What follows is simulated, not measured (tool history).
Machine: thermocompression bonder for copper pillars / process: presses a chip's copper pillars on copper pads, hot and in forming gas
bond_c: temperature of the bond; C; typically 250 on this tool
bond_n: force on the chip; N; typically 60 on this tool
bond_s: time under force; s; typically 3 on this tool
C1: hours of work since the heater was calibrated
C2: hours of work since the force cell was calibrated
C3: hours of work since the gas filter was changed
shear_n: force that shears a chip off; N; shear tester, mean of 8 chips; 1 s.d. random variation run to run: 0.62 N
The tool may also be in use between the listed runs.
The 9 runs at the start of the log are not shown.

run 10 hour=329.6 | bond_c=250 bond_n=60 bond_s=4 | C1=254 C2=1507 C3=254 | shear_n=67.0
-- hour=340.7 forming gas filter changed
run 11 hour=371.8 | bond_c=242 bond_n=60 bond_s=3 | C1=284 C2=1537 C3=22 | shear_n=58.7
run 12 hour=421.2 | bond_c=242 bond_n=60 bond_s=3 | C1=319 C2=1572 C3=58 | shear_n=57.8
run 13 hour=461.8 | bond_c=250 bond_n=60 bond_s=3 | C1=348 C2=1601 C3=87 | shear_n=63.3
run 14 hour=512.6 | bond_c=250 bond_n=60 bond_s=3 | C1=385 C2=1638 C3=123 | shear_n=63.3
run 15 hour=540.5 | bond_c=250 bond_n=60 bond_s=3 | C1=405 C2=1658 C3=143 | shear_n=63.3
run 16 hour=587.1 | bond_c=250 bond_n=60 bond_s=3 | C1=438 C2=1691 C3=176 | shear_n=63.0
run 17 hour=619.7 | bond_c=254 bond_n=60 bond_s=3 | C1=461 C2=1714 C3=200 | shear_n=66.5
run 18 hour=644.5 | bond_c=250 bond_n=36 bond_s=3 | C1=479 C2=1732 C3=217 | shear_n=40.7
run 19 hour=669.2 | bond_c=250 bond_n=36 bond_s=3 | C1=497 C2=1750 C3=235 | shear_n=39.4
run 20 hour=692.5 | bond_c=250 bond_n=48 bond_s=3 | C1=513 C2=1766 C3=252 | shear_n=49.7
-- hour=704.9 forming gas filter changed
run 21 hour=724.6 | bond_c=229 bond_n=45 bond_s=2 | C1=536 C2=1789 C3=14 | shear_n=30.6
run 22 hour=749.3 | bond_c=250 bond_n=46 bond_s=2 | C1=554 C2=1807 C3=32 | shear_n=45.3
-- hour=770.4 force cell calibrated
run 23 hour=774.1 | bond_c=238 bond_n=63 bond_s=3 | C1=570 C2=3 C3=48 | shear_n=51.8
run 24 hour=824.3 | bond_c=240 bond_n=48 bond_s=3 | C1=606 C2=39 C3=84 | shear_n=43.7
run 25 hour=861.3 | bond_c=229 bond_n=83 bond_s=5 | C1=633 C2=65 C3=111 | shear_n=68.2

Forecast run 26:
run 26 hour=907.6 | bond_c=250 bond_n=48 bond_s=2 | C1=666 C2=98 C3=144 | shear_n=?

{"run 26": {"shear_n": 41.4}}
With no hidden state in the tool, this same run would have given shear_n 46.1 N.

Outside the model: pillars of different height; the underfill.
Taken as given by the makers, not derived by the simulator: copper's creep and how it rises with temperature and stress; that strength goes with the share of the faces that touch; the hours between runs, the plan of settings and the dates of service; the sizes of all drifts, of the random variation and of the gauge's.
